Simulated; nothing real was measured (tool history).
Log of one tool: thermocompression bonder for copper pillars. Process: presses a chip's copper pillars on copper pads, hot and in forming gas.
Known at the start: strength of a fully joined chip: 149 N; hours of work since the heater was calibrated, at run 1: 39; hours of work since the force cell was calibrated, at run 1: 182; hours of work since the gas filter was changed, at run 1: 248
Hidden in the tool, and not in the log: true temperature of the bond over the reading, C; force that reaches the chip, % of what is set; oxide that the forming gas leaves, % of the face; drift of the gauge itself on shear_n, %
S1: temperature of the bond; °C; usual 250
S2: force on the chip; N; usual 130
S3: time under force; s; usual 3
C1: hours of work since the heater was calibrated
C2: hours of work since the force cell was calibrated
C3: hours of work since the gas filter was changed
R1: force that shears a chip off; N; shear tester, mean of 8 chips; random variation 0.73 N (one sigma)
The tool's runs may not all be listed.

run 1 hour=0.0 | S1=250 S2=130 S3=3 | C1=39 C2=182 C3=248 | R1=51.9
run 2 hour=6.3 | S1=250 S2=130 S3=3 | C1=43 C2=185 C3=252 | R1=50.9
run 3 hour=12.2 | S1=250 S2=130 S3=3 | C1=46 C2=189 C3=255 | R1=51.1
run 4 hour=19.3 | S1=250 S2=130 S3=3 | C1=51 C2=193 C3=260 | R1=51.1
run 5 hour=28.3 | S1=250 S2=130 S3=3 | C1=56 C2=199 C3=265 | R1=51.2
run 6 hour=38.3 | S1=240 S2=130 S3=3 | C1=62 C2=205 C3=271 | R1=43.7
run 7 hour=49.2 | S1=250 S2=103 S3=3 | C1=69 C2=211 C3=278 | R1=44.9
-- hour=51.8 force cell calibrated
run 8 hour=55.6 | S1=238 S2=121 S3=4 | C1=72 C2=2 C3=281 | R1=45.0
run 9 hour=64.8 | S1=238 S2=102 S3=3 | C1=77 C2=8 C3=286 | R1=37.0
run 10 hour=74.7 | S1=238 S2=104 S3=4 | C1=83 C2=14 C3=292 | R1=40.5
run 11 hour=83.7 | S1=238 S2=85 S3=4 | C1=89 C2=19 C3=298 | R1=37.2
-- hour=96.8 force cell calibrated, once more
run 12 hour=96.8 | S1=275 S2=130 S3=3 | C1=96 C2=0 C3=305 | R1=70.3
run 13 hour=102.6 | S1=275 S2=145 S3=2 | C1=99 C2=4 C3=308 | R1=65.4
run 14 hour=113.0 | S1=275 S2=145 S3=2 | C1=106 C2=10 C3=315 | R1=65.2

Forecast each of these 4 alternatives for the next run:
run A hour=123.7 | S1=222 S2=136 S3=3 | C1=112 C2=16 C3=321 | R1=?
run B hour=123.7 | S1=275 S2=106 S3=8 | C1=112 C2=16 C3=321 | R1=?
run C hour=123.7 | S1=250 S2=130 S3=3 | C1=112 C2=16 C3=321 | R1=?
run D hour=123.7 | S1=231 S2=129 S3=2 | C1=112 C2=16 C3=321 | R1=?

run=A R1=31.2
run=B R1=89.7
run=C R1=49.6
run=D R1=30.1
Without the tool's hidden state the same runs would have given:
run=A R1=33.0
run=B R1=94.5
run=C R1=52.4
run=D R1=31.8

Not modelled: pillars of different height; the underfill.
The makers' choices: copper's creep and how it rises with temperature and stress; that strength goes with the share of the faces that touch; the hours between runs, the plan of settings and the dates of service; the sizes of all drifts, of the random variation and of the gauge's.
